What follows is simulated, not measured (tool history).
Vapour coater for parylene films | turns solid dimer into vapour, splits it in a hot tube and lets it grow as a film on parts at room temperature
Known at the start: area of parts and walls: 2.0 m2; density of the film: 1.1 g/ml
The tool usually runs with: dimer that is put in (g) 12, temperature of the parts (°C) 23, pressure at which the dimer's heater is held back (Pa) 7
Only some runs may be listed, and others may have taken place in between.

run   hour  dimer that is put in (g)  temperature of the parts (°C)  pressure at which the dimer's heater is held back (Pa)  thickness of the film (µm)
  1      0                        12                             23                                                       7                        3.03
  2   18.3                         7                             23                                                       7                         1.8
  3   40.7                         7                             23                                                       7                        1.71
      53.5  -- trap's valve overhauled
  4   81.7                         7                             23                                                       7                        1.84
  5   99.9                        12                             21                                                       7                        3.54
  6  123.1                         6                             21                                                       7                        1.78
  7  159.3                         6                             21                                                       7                        1.75
  8  175.7                         6                             21                                                       7                        1.74
  9  197.4                        12                             23                                                   10.93                        2.92
 10  216.5                        12                             23                                                   10.93                        2.93
 11  233.5                        12                             20                                                       7                        3.67
 12  250.3                        12                             20                                                       7                        3.59
 13  281.6                        12                             20                                                       7                        3.58
 14  318.7                        12                             20                                                       7                        3.59
 15    354                        12                             23                                                    2.67                        3.75
 16  389.5                        12                             23                                                    2.67                        3.74
 17  408.9                        12                             23                                                    2.67                        3.67
     413.2  -- table's thermometer calibrated
 18    427                        12                             17                                                    9.16                        3.68
 19  447.1                         6                             21                                                    8.38                        1.56
 20    470                         6                             21                                                    8.38                        1.54
 21  489.3                        12                             25                                                    2.04                        3.51
     508.4  -- table's thermometer calibrated, once more
 22    525                        10                             31                                                    8.84                        1.64
 23    546                        13                             31                                                    8.84                        2.17
 24  574.7                        19                             33                                                    9.47                        2.85
     597.7  -- trap's valve overhauled
 25  610.6                        19                             28                                                    9.47                        3.98
 26  645.3                         7                             32                                                     2.2                        1.62
 27  661.7                         7                             32                                                     2.2                        1.61
 28    694                        16                             27                                                    2.86                        4.34
 29  710.3                        12                             22                                                    4.31                        3.68
 30    749                        12                             22                                                    4.31                        3.75
 31  772.3                        12                             22                                                    4.31                        3.69
 32  796.6                        12                             22                                                    4.31                        3.63

Consider 4 possible next runs. They are alternatives, not a sequence: every one starts from the tool as it was left by run 32. What does each give?
  A  832.2                         9                             24                                                    2.53                           ?
  B  832.2                        14                             23                                                   10.99                           ?
  C  832.2                        13                             23                                                    8.24                           ?
  D  832.2                         6                             31                                                    4.31                           ?

run  thickness of the film (µm)
  A                        2.78
  B                        3.35
  C                        3.29
  D                        1.23
Stripped of hidden state, with their random variation kept, the same runs would have yielded:
run  thickness of the film (µm)
  A                        2.93
  B                        3.53
  C                        3.47
  D                         1.3
